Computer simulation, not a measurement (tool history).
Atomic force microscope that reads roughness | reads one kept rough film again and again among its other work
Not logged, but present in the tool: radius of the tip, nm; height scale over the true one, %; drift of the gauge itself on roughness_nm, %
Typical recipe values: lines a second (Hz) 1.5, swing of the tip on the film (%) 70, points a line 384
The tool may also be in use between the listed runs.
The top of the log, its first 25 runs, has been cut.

| run | hour | lines a second (Hz) | swing of the tip on the film (%) | points a line | pictures with this tip | hours of work since the height scale was calibrated | roughness of the kept film (nm (root mean square)) |
|---|---|---|---|---|---|---|---|
| 26 | 521.5 | 1.5 | 58 | 359 | 64 | 468 | 0.967 |
| 27 | 545.5 | 1.5 | 58 | 359 | 86 | 481 | 0.934 |
| 28 | 568.5 | 0.82 | 57 | 273 | 108 | 494 | 0.914 |
| 29 | 589.7 | 1.11 | 80 | 653 | 128 | 505 | 0.852 |
|  | 600.7 | new tip fitted |
| 30 | 617.6 | 1.01 | 75 | 979 | 16 | 520 | 1.031 |
| 31 | 642.5 | 1.57 | 68 | 295 | 39 | 534 | 0.965 |
| 32 | 664.8 | 2.03 | 64 | 383 | 60 | 546 | 0.956 |
| 33 | 688.9 | 2.03 | 64 | 383 | 83 | 559 | 0.916 |
| 34 | 714.1 | 1.82 | 60 | 582 | 107 | 572 | 0.908 |
| 35 | 741.8 | 1.82 | 60 | 582 | 133 | 587 | 0.887 |
|  | 748.7 | new tip fitted |
| 36 | 753.7 | 1.82 | 60 | 974 | 5 | 593 | 1.085 |
| 37 | 766.3 | 0.76 | 86 | 974 | 16 | 600 | 1.023 |
| 38 | 779 | 0.73 | 70 | 602 | 28 | 607 | 1.053 |
| 39 | 795.8 | 3.49 | 68 | 278 | 44 | 616 | 0.887 |

Each row is a separate what-if for the run after 39, all from the same tool condition, not one after another. Results?
| A | 816 | 0.8 | 63 | 396 | 63 | 627 | ? |
| B | 816 | 0.54 | 87 | 278 | 63 | 627 | ? |
| C | 816 | 1.42 | 69 | 328 | 63 | 627 | ? |

| run | roughness of the kept film (nm (root mean square)) |
|---|---|
| A | 0.993 |
| B | 0.943 |
| C | 0.952 |
Without the tool's hidden state the same runs would have given:
| run | roughness of the kept film (nm (root mean square)) |
|---|---|
| A | 1.094 |
| B | 1.039 |
| C | 1.048 |
